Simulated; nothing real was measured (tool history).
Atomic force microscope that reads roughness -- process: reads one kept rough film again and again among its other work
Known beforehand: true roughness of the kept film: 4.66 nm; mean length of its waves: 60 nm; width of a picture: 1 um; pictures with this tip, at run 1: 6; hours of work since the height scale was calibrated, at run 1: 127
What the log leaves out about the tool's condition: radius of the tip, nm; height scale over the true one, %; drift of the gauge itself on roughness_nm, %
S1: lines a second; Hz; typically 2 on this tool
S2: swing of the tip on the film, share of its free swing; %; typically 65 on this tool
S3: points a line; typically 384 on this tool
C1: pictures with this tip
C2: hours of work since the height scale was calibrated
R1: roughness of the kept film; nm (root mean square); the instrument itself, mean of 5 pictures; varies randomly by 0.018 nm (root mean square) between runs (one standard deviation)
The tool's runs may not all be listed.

{"run": 1, "day": 0.0, "S1": 2, "S2": 65, "S3": 384, "C1": 6, "C2": 127, "R1": 4.267}
{"run": 2, "day": 0.779, "S1": 2, "S2": 65, "S3": 384, "C1": 40, "C2": 140, "R1": 4.204}
{"run": 3, "day": 1.321, "S1": 2, "S2": 65, "S3": 384, "C1": 64, "C2": 149, "R1": 4.197}
{"run": 4, "day": 2.192, "S1": 2, "S2": 65, "S3": 384, "C1": 102, "C2": 163, "R1": 4.138}
{"run": 5, "day": 3.021, "S1": 2, "S2": 65, "S3": 384, "C1": 138, "C2": 176, "R1": 4.095}
{"run": 6, "day": 3.667, "S1": 2, "S2": 65, "S3": 384, "C1": 166, "C2": 187, "R1": 4.024}
{"run": 7, "day": 4.571, "S1": 2, "S2": 65, "S3": 384, "C1": 206, "C2": 201, "R1": 3.979}
{"run": 8, "day": 5.004, "S1": 1.91, "S2": 90, "S3": 384, "C1": 225, "C2": 208, "R1": 3.573}
{"day": 5.221, "done": "new tip fitted"}
{"run": 9, "day": 5.938, "S1": 0.93, "S2": 88, "S3": 311, "C1": 32, "C2": 223, "R1": 4.131}
{"run": 10, "day": 6.821, "S1": 0.63, "S2": 68, "S3": 272, "C1": 70, "C2": 238, "R1": 4.275}
{"run": 11, "day": 7.538, "S1": 2, "S2": 72, "S3": 384, "C1": 101, "C2": 249, "R1": 4.033}

Each row is a separate what-if for the run after 11, all from the same tool condition, not one after another. Results?
{"run": "A", "day": 8.012, "S1": 0.86, "S2": 65, "S3": 275, "C1": 122, "C2": 257, "R1": "?"}
{"run": "B", "day": 8.012, "S1": 2, "S2": 80, "S3": 393, "C1": 122, "C2": 257, "R1": "?"}
{"run": "C", "day": 8.012, "S1": 1.95, "S2": 67, "S3": 266, "C1": 122, "C2": 257, "R1": "?"}
{"run": "D", "day": 8.012, "S1": 2, "S2": 71, "S3": 426, "C1": 122, "C2": 257, "R1": "?"}
{"run": "E", "day": 8.012, "S1": 2.51, "S2": 65, "S3": 384, "C1": 122, "C2": 257, "R1": "?"}

run=A R1=4.181
run=B R1=3.885
run=C R1=4.036
run=D R1=4.024
run=E R1=4.076
Without the tool's hidden state the same runs would have given:
run=A R1=4.383
run=B R1=4.073
run=C R1=4.232
run=D R1=4.219
run=E R1=4.273

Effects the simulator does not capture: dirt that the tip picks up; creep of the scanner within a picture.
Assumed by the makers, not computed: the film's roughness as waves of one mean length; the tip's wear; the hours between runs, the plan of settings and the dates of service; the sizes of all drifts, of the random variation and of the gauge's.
